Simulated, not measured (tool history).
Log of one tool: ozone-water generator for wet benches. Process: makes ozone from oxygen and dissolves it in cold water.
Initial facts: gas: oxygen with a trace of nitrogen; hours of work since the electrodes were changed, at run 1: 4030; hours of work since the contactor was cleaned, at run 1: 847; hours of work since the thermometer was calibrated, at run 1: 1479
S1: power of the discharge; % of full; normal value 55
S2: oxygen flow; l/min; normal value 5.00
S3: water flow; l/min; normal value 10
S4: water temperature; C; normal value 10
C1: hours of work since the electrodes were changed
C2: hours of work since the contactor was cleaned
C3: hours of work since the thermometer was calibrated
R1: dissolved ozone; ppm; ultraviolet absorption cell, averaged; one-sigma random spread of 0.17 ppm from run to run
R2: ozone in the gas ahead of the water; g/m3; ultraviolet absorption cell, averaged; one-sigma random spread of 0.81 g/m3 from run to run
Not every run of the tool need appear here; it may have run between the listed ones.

run    hour  S1    S2  S3  S4    C1    C2    C3    R1     R2
  1     0.0  55  5.00  10  10  4030   847  1479  22.7  127.8
  2   165.4  55  5.00  10  10  4177   994  1626  22.9  125.6
  3   261.9  55  4.15  10  10  4262  1079  1712  23.9  143.0
  4   375.9  55  4.15  10  10  4363  1180  1813  23.9  143.5
  5   516.0  55  4.15  10  10  4488  1305  1937  23.9  142.6
  6   655.3  55  4.15  10  10  4611  1428  2061  23.6  142.1
  7   840.7  55  5.00  10  10  4776  1592  2225  23.2  126.2
  8  1031.7  55  5.00  10  10  4945  1762  2394  22.8  126.8
  9  1135.8  55  5.00  10  10  5037  1854  2487  22.5  125.7
 10  1224.1  55  5.00  10   9  5116  1932  2565  23.3  124.7
 11  1427.2  55  5.00  10   9  5296  2113  2745  23.4  126.2
 12  1634.6  55  5.00  10   9  5480  2296  2929  23.0  125.4
 13  1831.3  55  5.00  13  10  5654  2471  3103  18.8  126.7
 14  2019.0  55  5.00  13  10  5821  2637  3270  19.3  128.0
 15  2111.6  55  5.00  13  10  5903  2720  3352  19.1  125.3
 16  2273.0  55  5.00  13  10  6046  2863  3495  19.0  125.9
 17  2386.3  55  5.00  13  10  6146  2963  3596  19.1  127.0
 18  2493.2  55  3.54  10   7  6241  3058  3690  25.5  159.3
 19  2627.3  55  3.54  10   7  6360  3177  3809  25.2  158.9
 20  2812.6  55  3.54  10   7  6524  3341  3974  25.6  159.0
 21  2915.5  43  4.08  13   6  6616  3432  4065  16.4  115.8
 22  3015.1  43  4.08  13   6  6704  3521  4153  16.3  114.2
 23  3187.4  55  5.00  10  11  6857  3674  4306  22.6  127.4

Run 24 has not been measured yet. What should we expect?
     3295.6  -- electrodes of the discharge changed
 24  3388.7  63  5.00  10  10  83  3847  4479   ?   ?

R1: 26.0 ppm
R2: 143.2 g/m3
Take away the tool's hidden state, keep the run-to-run variation as it was, and the same run would have given R1 26.1 ppm, R2 143.2 g/m3.
